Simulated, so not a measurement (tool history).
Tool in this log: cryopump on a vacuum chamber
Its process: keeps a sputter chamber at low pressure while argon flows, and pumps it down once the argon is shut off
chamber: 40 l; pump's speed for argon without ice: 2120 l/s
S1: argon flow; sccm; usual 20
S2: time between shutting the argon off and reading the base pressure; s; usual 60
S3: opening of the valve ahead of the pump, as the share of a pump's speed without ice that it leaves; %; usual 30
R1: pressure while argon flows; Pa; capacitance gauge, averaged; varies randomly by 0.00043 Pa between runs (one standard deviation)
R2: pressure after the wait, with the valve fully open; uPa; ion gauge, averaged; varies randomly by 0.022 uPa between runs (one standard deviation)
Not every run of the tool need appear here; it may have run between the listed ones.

{"run": 1, "hour": 0.0, "S1": 20, "S2": 60, "S3": 30, "R1": 0.0548, "R2": 1.07}
{"run": 2, "hour": 24.3, "S1": 20, "S2": 60, "S3": 30, "R1": 0.0548, "R2": 1.07}
{"run": 3, "hour": 51.0, "S1": 20, "S2": 60, "S3": 41, "R1": 0.04, "R2": 1.1}
{"run": 4, "hour": 77.0, "S1": 20, "S2": 60, "S3": 41, "R1": 0.0405, "R2": 1.07}
{"run": 5, "hour": 113.0, "S1": 20, "S2": 60, "S3": 41, "R1": 0.0414, "R2": 1.15}
{"run": 6, "hour": 152.3, "S1": 20, "S2": 60, "S3": 41, "R1": 0.0419, "R2": 1.14}
{"run": 7, "hour": 171.2, "S1": 20, "S2": 60, "S3": 29, "R1": 0.0568, "R2": 1.15}
{"run": 8, "hour": 190.8, "S1": 20, "S2": 60, "S3": 29, "R1": 0.0569, "R2": 1.2}
{"hour": 206.0, "done": "leaking fittings of the chamber tightened, without venting"}
{"run": 9, "hour": 212.1, "S1": 25, "S2": 30, "S3": 30, "R1": 0.0687, "R2": 1.01}
{"hour": 236.6, "done": "pump warmed up, emptied and cooled again"}
{"run": 10, "hour": 248.2, "S1": 24, "S2": 30, "S3": 30, "R1": 0.065, "R2": 0.97}
{"run": 11, "hour": 268.1, "S1": 27, "S2": 69, "S3": 19, "R1": 0.1145, "R2": 0.51}
{"run": 12, "hour": 287.2, "S1": 12, "S2": 53, "S3": 22, "R1": 0.0434, "R2": 0.66}
{"run": 13, "hour": 318.5, "S1": 22, "S2": 38, "S3": 24, "R1": 0.0739, "R2": 0.82}
{"run": 14, "hour": 348.0, "S1": 11, "S2": 166, "S3": 35, "R1": 0.025, "R2": 0.4}
{"run": 15, "hour": 382.5, "S1": 30, "S2": 60, "S3": 17, "R1": 0.1406, "R2": 0.62}

Consider 5 possible next runs. They are alternatives, not a sequence: every one starts from the tool as it was left by run 15. What does each give?
{"run": "A", "hour": 411.3, "S1": 20, "S2": 60, "S3": 28, "R1": "?", "R2": "?"}
{"run": "B", "hour": 411.3, "S1": 13, "S2": 60, "S3": 27, "R1": "?", "R2": "?"}
{"run": "C", "hour": 411.3, "S1": 30, "S2": 74, "S3": 17, "R1": "?", "R2": "?"}
{"run": "D", "hour": 411.3, "S1": 40, "S2": 43, "S3": 34, "R1": "?", "R2": "?"}
{"run": "E", "hour": 411.3, "S1": 10, "S2": 60, "S3": 33, "R1": "?", "R2": "?"}

run=A R1=0.0566 R2=0.69
run=B R1=0.0380 R2=0.63
run=C R1=0.1403 R2=0.58
run=D R1=0.0952 R2=0.79
run=E R1=0.0241 R2=0.66
What these runs would have given with no unlogged condition in the tool:
run=A R1=0.0560 R2=0.59
run=B R1=0.0376 R2=0.52
run=C R1=0.1394 R2=0.48
run=D R1=0.0941 R2=0.69
run=E R1=0.0238 R2=0.56
